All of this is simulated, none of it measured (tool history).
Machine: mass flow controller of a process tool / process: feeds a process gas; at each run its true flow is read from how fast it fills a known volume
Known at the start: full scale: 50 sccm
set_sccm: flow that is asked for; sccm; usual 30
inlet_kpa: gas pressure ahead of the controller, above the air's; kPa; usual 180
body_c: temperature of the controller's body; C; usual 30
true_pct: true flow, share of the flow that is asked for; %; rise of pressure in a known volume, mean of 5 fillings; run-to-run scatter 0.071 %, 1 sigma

run	hour	set_sccm	inlet_kpa	body_c	true_pct
1	0	30	180	30	99.79
2	58	30	180	30	99.81
3	132.5	25	180	30	99.48
4	165.4	28	180	30	99.72
5	213.8	28	180	30	99.72
6	295.2	28	180	30	99.68
7	348.4	28	180	30	99.8
8	401.2	30	180	30	99.66
9	445.9	30	180	30	99.81
10	526.3	30	180	30	99.9
11	591.9	30	180	30	99.91
12	664	30	180	37	99.07
# hour 669.5: controller's zero set anew
13	738.7	30	180	37	98.7
14	797.5	30	180	37	98.72
15	831.2	30	180	37	98.72
16	886.9	10	180	37	94.99
17	924	30	180	30	99.37
# hour 940.1: controller's zero set anew, once more
18	1001.1	30	180	30	101.16
19	1065.9	30	180	30	101.17
20	1137.4	34	273	30	100.78
21	1189.1	34	273	30	100.77
22	1263	5	172	30	100.88
23	1308.4	14	190	38	100.14
24	1372.2	19	216	30	100.89
25	1409.8	6	196	36	100.2
26	1457.6	6	142	36	100.25
27	1510.2	30	174	30	101.23
28	1580.7	30	174	30	101.29
29	1641	18	146	30	101.09
30	1718	24	266	22	101.61
31	1782.5	24	240	33	100.7
32	1841.4	24	198	30	101.15
33	1883.7	30	180	31	101.11
34	1933.4	30	180	31	101
35	1981.6	30	200	22	101.89
36	2040.5	29	157	23	101.89
37	2113.8	29	157	23	101.95
38	2187.2	30	239	30	100.98

Predict each of these 5 candidate next runs independently; none follows another, all start after run 38:
A	2230.9	11	170	27	?
B	2230.9	45	141	40	?
C	2230.9	7	234	21	?
D	2230.9	15	180	23	?
E	2230.9	27	239	22	?

run	true_pct
A	101.32
B	100.52
C	101.24
D	101.72
E	101.74
What these runs would have given with no unlogged condition in the tool:
run	true_pct
A	99.82
B	98.71
C	99.99
D	100.11
E	100
